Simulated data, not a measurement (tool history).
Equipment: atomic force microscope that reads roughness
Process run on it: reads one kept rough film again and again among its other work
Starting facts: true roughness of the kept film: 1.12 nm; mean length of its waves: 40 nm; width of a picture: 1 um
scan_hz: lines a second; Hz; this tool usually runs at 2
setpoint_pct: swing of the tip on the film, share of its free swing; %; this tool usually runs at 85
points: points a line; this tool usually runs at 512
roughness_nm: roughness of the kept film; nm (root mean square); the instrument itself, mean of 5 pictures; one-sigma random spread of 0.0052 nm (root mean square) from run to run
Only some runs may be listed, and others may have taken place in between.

run 1 hour=0 | scan_hz=2 setpoint_pct=85 points=512 | roughness_nm=0.841
run 2 hour=77 | scan_hz=2 setpoint_pct=85 points=512 | roughness_nm=0.832
run 3 hour=137.8 | scan_hz=2 setpoint_pct=85 points=512 | roughness_nm=0.83
run 4 hour=205.4 | scan_hz=2 setpoint_pct=85 points=512 | roughness_nm=0.849
run 5 hour=240.8 | scan_hz=2 setpoint_pct=72 points=512 | roughness_nm=0.952
run 6 hour=298.8 | scan_hz=2 setpoint_pct=72 points=512 | roughness_nm=0.945
run 7 hour=362 | scan_hz=1.7 setpoint_pct=56 points=268 | roughness_nm=1.029
run 8 hour=411.8 | scan_hz=1.37 setpoint_pct=56 points=268 | roughness_nm=1.048
run 9 hour=462.9 | scan_hz=1.37 setpoint_pct=58 points=360 | roughness_nm=1.036
run 10 hour=500.1 | scan_hz=0.77 setpoint_pct=62 points=474 | roughness_nm=1.048
run 11 hour=555.5 | scan_hz=0.77 setpoint_pct=62 points=474 | roughness_nm=1.054

Missing from the log above: 2 entries noted between runs. For each, name the pair of listed runs it sits between and say how the tool's hidden condition differs from the listed run just before to the listed run just after:
Logged between run 2 and run 3: new tip fitted (hour 135.3)
  radius of the tip, nm: 10.9 -> 10
Logged between run 10 and run 11: new tip fitted (hour 553.5)
  radius of the tip, nm: 10.9 -> 10
